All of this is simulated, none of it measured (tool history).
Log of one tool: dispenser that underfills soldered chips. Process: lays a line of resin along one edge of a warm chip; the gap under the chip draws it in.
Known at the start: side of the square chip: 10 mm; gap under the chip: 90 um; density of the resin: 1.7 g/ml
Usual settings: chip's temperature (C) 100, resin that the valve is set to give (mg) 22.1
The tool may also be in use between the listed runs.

run	hour	chip's temperature (C)	resin that the valve is set to give (mg)	time until the resin shows at the far edge (s)	resin that the valve gave (mg)
1	0.0	100	22.1	23.9	21.02
2	4.2	100	22.1	28.4	20.84
3	7.5	100	22.1	32.3	20.89
# hour 10.5: new syringe of resin
4	10.5	100	19.0	19.1	17.79
5	14.7	100	22.1	22.0	20.77
6	19.9	100	22.1	29.0	20.67
7	22.8	100	22.1	33.0	20.65
# hour 26.0: new syringe of resin
8	27.9	100	22.1	19.5	20.32
9	32.3	100	22.1	25.3	20.29
10	35.0	114	22.1	15.4	20.39
# hour 38.0: dispensing valve cleaned and set on the balance
11	39.7	100	21.0	33.3	20.93
# hour 42.4: new syringe of resin
12	42.4	100	28.5	17.1	28.37
13	48.3	100	21.5	23.0	21.35
14	52.2	100	21.5	28.8	21.30
15	56.7	100	23.2	34.7	22.87
# hour 58.1: new syringe of resin
16	62.8	110	22.1	14.6	21.75
17	68.1	110	22.1	18.3	21.70
# hour 73.4: new syringe of resin
18	74.1	100	22.1	18.1	21.73
19	78.4	112	22.1	13.5	21.52
20	83.9	113	22.3	16.4	21.64
21	87.0	90	24.4	52.2	23.64
# hour 89.1: new syringe of resin
22	90.0	111	24.6	10.7	23.72
23	94.2	111	24.6	13.7	23.63
24	99.0	88	22.4	49.0	21.61
# hour 104.6: new syringe of resin
25	104.7	86	21.0	34.1	20.17
26	109.6	86	21.0	43.7	19.97
27	114.0	90	20.4	44.5	19.35
# hour 120.2: new syringe of resin
28	120.3	93	22.1	25.1	20.81
29	122.9	93	22.1	28.9	20.73
30	125.9	93	22.6	32.3	21.30
31	129.7	101	24.5	25.4	23.02
32	135.1	101	22.0	34.0	20.64
# hour 135.7: new syringe of resin
33	138.4	95	22.8	26.1	21.30
34	143.6	95	22.8	32.4	21.37
35	149.2	107	22.2	24.5	20.65
# hour 151.4: new syringe of resin
36	154.8	97	25.2	23.0	23.35
37	158.2	88	21.8	42.6	20.13

Measured less the same run without the tool's hidden state. The same run-to-run variation is in both; the gauge's scatter may not be:
The hidden state here: resin's viscosity, % of fresh resin's; dose that the valve gives, % of what is set; true chip temperature over the reading, C; drift of the gauge itself on fill_s, %; drift of the gauge itself on given_mg, %.
run	time until the resin shows at the far edge (s)	resin that the valve gave (mg)
1	+4.5	-1.25
2	+9.4	-1.31
3	+14.0	-1.36
4	-0.5	-1.20
5	+3.4	-1.46
6	+9.8	-1.54
7	+13.8	-1.57
8	+1.1	-1.63
9	+5.6	-1.70
10	+4.9	-1.74
11	+13.6	-0.06
12	-1.1	-0.12
13	+4.5	-0.18
14	+9.2	-0.22
15	+15.9	-0.32
16	+2.4	-0.38
17	+6.4	-0.45
18	-0.7	-0.53
19	+2.0	-0.59
20	+5.5	-0.67
21	+22.2	-0.79
22	-0.4	-0.84
23	+2.1	-0.91
24	+15.6	-0.91
25	-2.9	-0.92
26	+5.9	-0.98
27	+13.4	-1.01
28	-1.7	-1.19
29	+1.5	-1.22
30	+5.7	-1.30
31	+8.0	-1.48
32	+15.9	-1.39
33	+1.6	-1.49
34	+8.6	-1.56
35	+10.8	-1.59
36	+1.7	-1.89
37	+9.1	-1.68

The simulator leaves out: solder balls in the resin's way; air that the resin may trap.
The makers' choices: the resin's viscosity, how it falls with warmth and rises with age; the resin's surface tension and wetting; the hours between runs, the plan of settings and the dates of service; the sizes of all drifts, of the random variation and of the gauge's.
